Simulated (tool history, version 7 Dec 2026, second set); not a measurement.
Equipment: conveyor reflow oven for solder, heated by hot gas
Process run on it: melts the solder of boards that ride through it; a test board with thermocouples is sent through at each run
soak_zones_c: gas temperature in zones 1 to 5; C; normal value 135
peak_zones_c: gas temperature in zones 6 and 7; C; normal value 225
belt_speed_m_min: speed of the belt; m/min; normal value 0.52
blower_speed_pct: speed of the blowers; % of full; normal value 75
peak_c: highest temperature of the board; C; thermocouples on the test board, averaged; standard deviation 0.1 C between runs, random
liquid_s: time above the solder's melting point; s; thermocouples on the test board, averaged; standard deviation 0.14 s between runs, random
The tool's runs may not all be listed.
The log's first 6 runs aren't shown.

run	hour	soak_zones_c	peak_zones_c	belt_speed_m_min	blower_speed_pct	peak_c	liquid_s
7	372.1	135	225	0.52	75	209	52
8	433.6	135	225	0.52	75	208.8	52.2
9	500.3	135	225	0.52	75	208.7	51.8
10	544.2	135	225	0.52	75	208.5	51.5
11	604.2	135	225	0.52	75	208.4	51.4
12	683.8	135	225	0.52	75	208.2	51.1
13	749.7	135	225	0.52	75	208	51
14	840.5	135	237	0.52	75	218	60.2
# hour 871.8: flux residue cleaned out of gas plates and filters
15	900.5	135	237	0.52	75	220.5	63.2
16	987.6	135	222	0.52	75	207.3	50.9
# hour 1025.1: thermocouples of zones 6 and 7 changed
17	1077.9	127	219	0.604	51	190.4	15.9
18	1131.3	139	222	0.551	75	205.2	46.4
19	1197.7	126	238	0.524	63	214.6	53.8
20	1282.5	139	215	0.518	62	198.4	39.6
21	1332.8	130	215	0.518	69	197.7	36.1
22	1414.1	130	215	0.518	69	197.7	35.7
# hour 1487.9: flux residue cleaned out of gas plates and filters
23	1487.9	130	215	0.518	69	199.8	40.1
24	1526	126	238	0.52	75	220	60.1
25	1608.4	138	223	0.462	81	212.9	67.6
26	1691.9	139	235	0.598	86	216.7	53.6
27	1741.2	139	237	0.598	86	218.1	55
28	1789	135	215	0.486	75	203.3	51
29	1856	135	215	0.486	75	202.5	50.6
30	1910.3	128	238	0.533	74	218.2	57.7

What if the next run were any one of these 4? Each begins from the tool's condition after run 30:
A	1960.5	128	228	0.441	60	?	?
B	1960.5	128	225	0.447	85	?	?
C	1960.5	128	238	0.496	74	?	?
D	1960.5	123	217	0.52	79	?	?

run	peak_c	liquid_s
A	212.8	65.5
B	214.2	67.7
C	220.4	64.8
D	200.8	39.7
With no hidden state in the tool, these same runs would have given:
run	peak_c	liquid_s
A	212.2	62.6
B	213.8	65.4
C	220.1	62.4
D	200.6	38.4

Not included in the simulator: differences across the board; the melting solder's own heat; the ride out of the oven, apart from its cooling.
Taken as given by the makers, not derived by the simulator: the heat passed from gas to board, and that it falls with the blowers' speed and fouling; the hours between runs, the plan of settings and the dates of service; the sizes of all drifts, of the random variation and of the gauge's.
